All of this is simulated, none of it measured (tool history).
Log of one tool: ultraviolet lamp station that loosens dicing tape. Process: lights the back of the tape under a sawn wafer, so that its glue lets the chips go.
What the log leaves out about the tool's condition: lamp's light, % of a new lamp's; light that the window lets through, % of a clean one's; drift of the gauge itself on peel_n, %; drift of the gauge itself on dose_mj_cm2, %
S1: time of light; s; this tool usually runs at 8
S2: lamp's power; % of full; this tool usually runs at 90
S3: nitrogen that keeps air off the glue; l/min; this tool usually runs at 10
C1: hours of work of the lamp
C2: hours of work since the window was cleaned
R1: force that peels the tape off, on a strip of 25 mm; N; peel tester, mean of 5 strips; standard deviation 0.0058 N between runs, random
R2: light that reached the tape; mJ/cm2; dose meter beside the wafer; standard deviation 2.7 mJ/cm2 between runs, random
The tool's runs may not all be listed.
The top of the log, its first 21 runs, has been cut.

run	hour	S1	S2	S3	C1	C2	R1	R2
22	288.2	6	90	18	648	79	0.321	231
23	303.6	8	98	8	658	89	0.247	339
24	319.2	8	98	8	667	98	0.254	339
25	333.9	11	98	9	676	107	0.115	468
26	351.6	16	81	8	687	118	0.092	556
27	367.1	6	64	13	696	128	1.087	162
28	386.0	6	64	13	708	139	1.075	163
29	396.0	10	83	12	714	145	0.152	344
30	411.8	10	83	12	724	155	0.159	346
31	427.8	13	100	16	733	164	0.075	545
32	438.5	13	100	16	740	171	0.076	544
33	451.5	8	88	19	748	179	0.175	290
34	465.0	8	88	19	756	187	0.182	291
35	481.9	8	83	16	766	197	0.230	273
36	490.1	5	71	6	771	202	2.261	145
37	506.0	5	71	11	781	212	1.546	146
38	519.8	15	88	8	789	220	0.093	537
39	531.7	10	60	7	797	228	0.758	243
40	541.2	10	76	19	802	233	0.150	312

Branching from run 40: 3 alternative next runs. What would each branch give?
A	554.3	10	76	19	810	241	?	?
B	554.3	9	74	10	810	241	?	?
C	554.3	10	76	13	810	241	?	?

run	R1	R2
A	0.146	309
B	0.420	267
C	0.204	303
Stripped of hidden state, with their random variation kept, the same runs would have yielded:
run	R1	R2
A	0.086	400
B	0.198	348
C	0.105	395
